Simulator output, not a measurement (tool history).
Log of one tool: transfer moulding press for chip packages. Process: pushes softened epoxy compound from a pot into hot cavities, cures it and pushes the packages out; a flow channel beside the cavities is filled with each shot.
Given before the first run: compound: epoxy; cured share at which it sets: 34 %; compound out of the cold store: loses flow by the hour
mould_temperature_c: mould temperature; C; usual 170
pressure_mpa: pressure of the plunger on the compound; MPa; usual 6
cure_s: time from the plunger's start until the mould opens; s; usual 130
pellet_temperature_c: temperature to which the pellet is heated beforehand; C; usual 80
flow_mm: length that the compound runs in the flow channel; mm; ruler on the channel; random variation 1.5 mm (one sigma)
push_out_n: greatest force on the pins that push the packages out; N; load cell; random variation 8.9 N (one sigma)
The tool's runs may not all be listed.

run	day	mould_temperature_c	pressure_mpa	cure_s	pellet_temperature_c	incoming compound's hours out of the cold store	flow_mm	push_out_n
1	0.000	170	6	130	80	43.2	716	384
2	0.667	171	6	130	80	28.7	747	386
3	1.221	171	6	130	80	38.5	722	388
4	2.108	170	6	130	80	42.9	715	389
5	2.971	170	6	127	80	41.7	720	408
6	3.875	170	6	127	80	32.7	744	414
# day 4.708: cavities cleaned with cleaning compound and waxed
7	4.796	170	6	127	80	10.3	803	401
8	5.617	170	6	130	80	44.0	712	381
9	6.529	171	6	130	80	41.1	716	384
10	7.121	170	6	130	74	15.4	790	395

Estimate the outcome of run 11 from the log above:
11	7.742	170	6	130	74	30.1	?	?

Run 11 came out at flow_mm 748 mm, push_out_n 385 N.
With the hidden condition absent and the run-to-run variation left alone, this run would have shown flow_mm 749 mm, push_out_n 381 N.

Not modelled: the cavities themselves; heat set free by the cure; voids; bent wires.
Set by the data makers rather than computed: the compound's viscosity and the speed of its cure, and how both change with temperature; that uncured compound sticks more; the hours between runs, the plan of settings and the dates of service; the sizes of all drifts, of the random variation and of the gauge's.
